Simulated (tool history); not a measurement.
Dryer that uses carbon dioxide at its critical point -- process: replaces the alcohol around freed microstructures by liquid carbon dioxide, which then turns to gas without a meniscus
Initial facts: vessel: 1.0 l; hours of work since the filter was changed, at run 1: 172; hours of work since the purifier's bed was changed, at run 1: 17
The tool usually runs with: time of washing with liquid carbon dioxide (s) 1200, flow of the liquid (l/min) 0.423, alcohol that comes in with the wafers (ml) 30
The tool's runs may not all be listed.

| run | hour | time of washing with liquid carbon dioxide (s) | flow of the liquid (l/min) | alcohol that comes in with the wafers (ml) | hours of work since the filter was changed | hours of work since the purifier's bed was changed | alcohol left in the vessel before it's heated (ppm by volume) |
|---|---|---|---|---|---|---|---|
| 1 | 0.0 | 1200 | 0.423 | 30 | 172 | 17 | 25 |
| 2 | 30.3 | 1200 | 0.423 | 30 | 182 | 28 | 27 |
| 3 | 63.3 | 1200 | 0.423 | 30 | 193 | 39 | 28 |
| 4 | 106.6 | 1200 | 0.423 | 62 | 207 | 53 | 49 |
| 5 | 130.9 | 1020 | 0.423 | 30 | 216 | 61 | 70 |
| 6 | 169.5 | 1080 | 0.423 | 30 | 228 | 74 | 57 |
| 7 | 197.3 | 1080 | 0.423 | 30 | 238 | 84 | 59 |
|  | 211.0 | inlet filter changed |
| 8 | 243.1 | 1080 | 0.423 | 30 | 11 | 99 | 30 |
| 9 | 287.6 | 1080 | 0.423 | 30 | 26 | 113 | 29 |
| 10 | 314.7 | 1080 | 0.423 | 30 | 35 | 123 | 36 |
| 11 | 352.2 | 1080 | 0.423 | 30 | 47 | 135 | 37 |
| 12 | 395.2 | 1740 | 0.423 | 30 | 62 | 150 | 17 |
| 13 | 452.5 | 1740 | 0.423 | 30 | 81 | 169 | 12 |
| 14 | 490.5 | 1740 | 0.423 | 30 | 94 | 182 | 16 |
| 15 | 539.2 | 1200 | 0.257 | 30 | 110 | 198 | 306 |
| 16 | 581.9 | 1200 | 0.257 | 30 | 124 | 212 | 319 |
| 17 | 629.2 | 1200 | 0.423 | 106 | 140 | 228 | 72 |
| 18 | 686.2 | 1200 | 0.423 | 106 | 159 | 247 | 79 |
| 19 | 732.2 | 1860 | 0.313 | 30 | 175 | 263 | 27 |
| 20 | 765.9 | 1860 | 0.313 | 30 | 186 | 274 | 26 |
| 21 | 803.9 | 1380 | 0.305 | 30 | 199 | 287 | 87 |
| 22 | 844.2 | 1380 | 0.465 | 28 | 212 | 300 | 32 |
| 23 | 870.2 | 1380 | 0.407 | 24 | 221 | 309 | 33 |
| 24 | 899.5 | 1200 | 0.423 | 28 | 231 | 319 | 48 |
|  | 931.1 | inlet filter changed |
| 25 | 945.0 | 1500 | 0.267 | 29 | 5 | 334 | 61 |

Forecast each of these 5 alternatives for the next run:
| A | 982.1 | 1320 | 0.287 | 30 | 17 | 346 | ? |
| B | 982.1 | 1200 | 0.456 | 44 | 17 | 346 | ? |
| C | 982.1 | 1440 | 0.328 | 75 | 17 | 346 | ? |
| D | 982.1 | 1200 | 0.283 | 65 | 17 | 346 | ? |
| E | 982.1 | 1200 | 0.423 | 25 | 17 | 346 | ? |

| run | alcohol left in the vessel before it's heated (ppm by volume) |
|---|---|
| A | 93 |
| B | 28 |
| C | 60 |
| D | 309 |
| E | 29 |
What these runs would have given with no unlogged condition in the tool:
| run | alcohol left in the vessel before it's heated (ppm by volume) |
|---|---|
| A | 71 |
| B | 10 |
| C | 39 |
| D | 273 |
| E | 12 |

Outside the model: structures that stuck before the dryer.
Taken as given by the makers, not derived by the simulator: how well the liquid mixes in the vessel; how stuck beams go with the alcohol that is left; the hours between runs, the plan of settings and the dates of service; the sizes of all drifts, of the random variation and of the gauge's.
